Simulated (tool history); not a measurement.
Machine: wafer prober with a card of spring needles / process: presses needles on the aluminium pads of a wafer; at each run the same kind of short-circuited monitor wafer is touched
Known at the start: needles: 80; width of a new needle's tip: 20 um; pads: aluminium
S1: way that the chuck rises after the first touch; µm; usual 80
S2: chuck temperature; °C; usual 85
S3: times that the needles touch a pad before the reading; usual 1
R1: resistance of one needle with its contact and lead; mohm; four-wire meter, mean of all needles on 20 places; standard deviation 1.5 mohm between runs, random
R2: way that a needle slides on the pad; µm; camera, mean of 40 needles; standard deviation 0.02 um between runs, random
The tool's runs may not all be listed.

run 1 hour=0.0 | S1=80 S2=85 S3=1 | R1=207 R2=18.19
-- hour=7.2 tips cleaned on abrasive film
-- hour=19.1 tips cleaned on abrasive film
-- hour=28.7 tips cleaned on abrasive film
run 2 hour=36.8 | S1=80 S2=85 S3=2 | R1=217 R2=18.14
-- hour=39.2 tips cleaned on abrasive film
-- hour=48.8 tips cleaned on abrasive film
-- hour=60.8 tips cleaned on abrasive film
-- hour=72.7 tips cleaned on abrasive film
-- hour=84.6 tips cleaned on abrasive film
-- hour=94.2 tips cleaned on abrasive film
run 3 hour=99.9 | S1=80 S2=85 S3=2 | R1=211 R2=18.03
-- hour=104.8 tips cleaned on abrasive film
-- hour=116.7 tips cleaned on abrasive film
-- hour=128.6 tips cleaned on abrasive film
-- hour=128.9 height of the first contact set anew
-- hour=140.9 tips cleaned on abrasive film
-- hour=150.5 tips cleaned on abrasive film
run 4 hour=156.8 | S1=80 S2=85 S3=2 | R1=212 R2=18.20
-- hour=161.7 tips cleaned on abrasive film
-- hour=171.2 tips cleaned on abrasive film
-- hour=183.2 tips cleaned on abrasive film
run 5 hour=183.9 | S1=70 S2=85 S3=1 | R1=186 R2=15.85
-- hour=193.4 tips cleaned on abrasive film, once more
-- hour=203.0 tips cleaned on abrasive film
-- hour=215.0 tips cleaned on abrasive film
run 6 hour=220.7 | S1=62 S2=85 S3=1 | R1=338 R2=13.96
-- hour=225.6 tips cleaned on abrasive film
-- hour=235.1 tips cleaned on abrasive film
-- hour=247.1 tips cleaned on abrasive film
-- hour=256.7 tips cleaned on abrasive film
-- hour=268.6 tips cleaned on abrasive film
run 7 hour=269.1 | S1=62 S2=85 S3=1 | R1=196 R2=13.89
-- hour=278.7 tips cleaned on abrasive film
-- hour=286.1 height of the first contact set anew
-- hour=290.9 tips cleaned on abrasive film
-- hour=302.9 tips cleaned on abrasive film
run 8 hour=310.9 | S1=93 S2=85 S3=1 | R1=250 R2=21.15
-- hour=313.4 tips cleaned on abrasive film
-- hour=325.4 tips cleaned on abrasive film
-- hour=334.9 tips cleaned on abrasive film
-- hour=344.5 tips cleaned on abrasive film
-- hour=356.4 tips cleaned on abrasive film
-- hour=368.4 tips cleaned on abrasive film
run 9 hour=371.7 | S1=71 S2=85 S3=1 | R1=243 R2=16.02
-- hour=378.9 tips cleaned on abrasive film
-- hour=390.9 tips cleaned on abrasive film
-- hour=400.5 tips cleaned on abrasive film
-- hour=412.4 tips cleaned on abrasive film
-- hour=422.0 tips cleaned on abrasive film
run 10 hour=431.1 | S1=80 S2=35 S3=1 | R1=302 R2=17.96
-- hour=433.6 tips cleaned on abrasive film
-- hour=443.1 tips cleaned on abrasive film
-- hour=443.4 height of the first contact set anew
-- hour=455.4 tips cleaned on abrasive film
run 11 hour=461.4 | S1=80 S2=35 S3=1 | R1=255 R2=18.25
-- hour=466.2 tips cleaned on abrasive film
-- hour=478.2 tips cleaned on abrasive film
-- hour=489.5 tips cleaned on abrasive film
run 12 hour=489.5 | S1=80 S2=85 S3=1 | R1=151 R2=18.17
-- hour=501.5 tips cleaned on abrasive film
-- hour=511.0 tips cleaned on abrasive film
run 13 hour=519.7 | S1=80 S2=85 S3=1 | R1=288 R2=18.12
-- hour=522.2 tips cleaned on abrasive film
-- hour=534.1 tips cleaned on abrasive film
-- hour=543.7 tips cleaned on abrasive film
-- hour=555.6 tips cleaned on abrasive film
-- hour=567.6 tips cleaned on abrasive film
run 14 hour=573.7 | S1=80 S2=85 S3=1 | R1=275 R2=18.02
-- hour=578.6 tips cleaned on abrasive film
-- hour=588.1 tips cleaned on abrasive film
-- hour=600.1 card fitted with new needles
-- hour=612.1 tips cleaned on abrasive film
-- hour=621.6 tips cleaned on abrasive film
-- hour=633.6 tips cleaned on abrasive film
-- hour=643.2 tips cleaned on abrasive film
run 15 hour=643.8 | S1=62 S2=29 S3=1 | R1=170 R2=14.03
-- hour=653.4 tips cleaned on abrasive film
-- hour=663.0 tips cleaned on abrasive film
-- hour=673.4 tips cleaned on abrasive film
run 16 hour=673.4 | S1=62 S2=29 S3=1 | R1=150 R2=13.98
-- hour=682.9 tips cleaned on abrasive film
-- hour=694.9 tips cleaned on abrasive film
run 17 hour=702.4 | S1=89 S2=45 S3=1 | R1=206 R2=20.08
-- hour=704.9 tips cleaned on abrasive film
-- hour=714.4 tips cleaned on abrasive film
-- hour=726.4 tips cleaned on abrasive film
-- hour=738.3 tips cleaned on abrasive film
-- hour=750.3 tips cleaned on abrasive film
-- hour=755.3 height of the first contact set anew
run 18 hour=759.4 | S1=68 S2=51 S3=1 | R1=281 R2=15.51
-- hour=761.9 tips cleaned on abrasive film
-- hour=771.4 tips cleaned on abrasive film
-- hour=783.4 tips cleaned on abrasive film
-- hour=795.3 tips cleaned on abrasive film
-- hour=805.1 tips cleaned on abrasive film
run 19 hour=805.1 | S1=68 S2=51 S3=1 | R1=148 R2=15.40
-- hour=817.1 tips cleaned on abrasive film
-- hour=829.0 tips cleaned on abrasive film
-- hour=838.6 tips cleaned on abrasive film
run 20 hour=839.0 | S1=68 S2=51 S3=1 | R1=155 R2=15.37
-- hour=848.6 tips cleaned on abrasive film
-- hour=858.1 tips cleaned on abrasive film
-- hour=870.1 tips cleaned on abrasive film
-- hour=882.0 tips cleaned on abrasive film
run 21 hour=882.5 | S1=66 S2=85 S3=1 | R1=168 R2=14.76
-- hour=892.1 tips cleaned on abrasive film
-- hour=904.0 tips cleaned on abrasive film
-- hour=911.4 height of the first contact set anew
-- hour=916.3 tips cleaned on abrasive film
-- hour=928.2 tips cleaned on abrasive film
run 22 hour=932.2 | S1=68 S2=75 S3=2 | R1=189 R2=15.45
-- hour=939.4 tips cleaned on abrasive film
-- hour=949.0 tips cleaned on abrasive film
-- hour=960.9 tips cleaned on abrasive film
-- hour=972.9 tips cleaned on abrasive film
-- hour=982.5 tips cleaned on abrasive film
-- hour=994.4 tips cleaned on abrasive film
run 23 hour=995.6 | S1=68 S2=75 S3=2 | R1=166 R2=15.34

3 options for the next run, each taken on its own from the tool as it stands now. Forecast them:
-- hour=1005.2 tips cleaned on abrasive film
-- hour=1017.2 tips cleaned on abrasive film
-- hour=1029.1 tips cleaned on abrasive film
-- hour=1038.7 tips cleaned on abrasive film
-- hour=1048.3 tips cleaned on abrasive film
run A hour=1057.7 | S1=72 S2=35 S3=2 | R1=? R2=?
-- hour=1005.2 tips cleaned on abrasive film
-- hour=1017.2 tips cleaned on abrasive film
-- hour=1029.1 tips cleaned on abrasive film
-- hour=1038.7 tips cleaned on abrasive film
-- hour=1048.3 tips cleaned on abrasive film
run B hour=1057.7 | S1=68 S2=119 S3=2 | R1=? R2=?
-- hour=1005.2 tips cleaned on abrasive film
-- hour=1017.2 tips cleaned on abrasive film
-- hour=1029.1 tips cleaned on abrasive film
-- hour=1038.7 tips cleaned on abrasive film
-- hour=1048.3 tips cleaned on abrasive film
run C hour=1057.7 | S1=80 S2=119 S3=3 | R1=? R2=?

run=A R1=223 R2=16.16
run=B R1=230 R2=15.25
run=C R1=183 R2=17.96
Without the tool's unlogged condition, the same runs would have read:
run=A R1=132 R2=16.43
run=B R1=143 R2=15.53
run=C R1=143 R2=18.23

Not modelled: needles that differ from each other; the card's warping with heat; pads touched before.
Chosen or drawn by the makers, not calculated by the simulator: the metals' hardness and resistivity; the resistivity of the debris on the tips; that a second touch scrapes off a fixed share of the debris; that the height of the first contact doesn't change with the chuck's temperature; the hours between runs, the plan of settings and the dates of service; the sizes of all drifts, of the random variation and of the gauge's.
